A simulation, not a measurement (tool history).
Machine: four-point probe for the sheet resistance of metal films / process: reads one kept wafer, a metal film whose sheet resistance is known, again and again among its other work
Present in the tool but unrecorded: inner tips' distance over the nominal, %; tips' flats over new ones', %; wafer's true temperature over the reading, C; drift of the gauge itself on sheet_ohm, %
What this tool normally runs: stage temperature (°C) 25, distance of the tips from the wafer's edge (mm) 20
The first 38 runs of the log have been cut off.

run   hour  stage temperature (°C)  distance of the tips from the wafer's edge (mm)  touches since the probe head was changed  hours of work since the stage's thermometer was calibrated  sheet resistance as the instrument gives it (ohm/square)
 39  771.9                      19                                                8                                     46828                                                         596                                                  2.399509
 40  784.4                      25                                                4                                     47459                                                         603                                                  2.486089
 41  805.7                      25                                                4                                     48529                                                         616                                                  2.485528
 42  826.1                      25                                                4                                     49556                                                         628                                                  2.486526
 43  842.7                      34                                               20                                     50391                                                         637                                                  2.365443
 44  870.1                      34                                               20                                     51770                                                         654                                                  2.365027
 45  897.3                      34                                               20                                     53139                                                         670                                                  2.365135
 46  923.3                      34                                               20                                     54446                                                         685                                                  2.364173

Alternative continuations, all from the tool just after run 46; predict every row:
  A  945.4                      30                                               20                                     55560                                                         698                                                         ?
  B  945.4                      26                                               20                                     55560                                                         698                                                         ?
  C  945.4                      25                                               20                                     55560                                                         698                                                         ?

run  sheet resistance as the instrument gives it (ohm/square)
  A                                                  2.367350
  B                                                  2.368556
  C                                                  2.369277
Stripped of hidden state, with their random variation kept, the same runs would have yielded:
run  sheet resistance as the instrument gives it (ohm/square)
  A                                                  2.367301
  B                                                  2.368507
  C                                                  2.369228
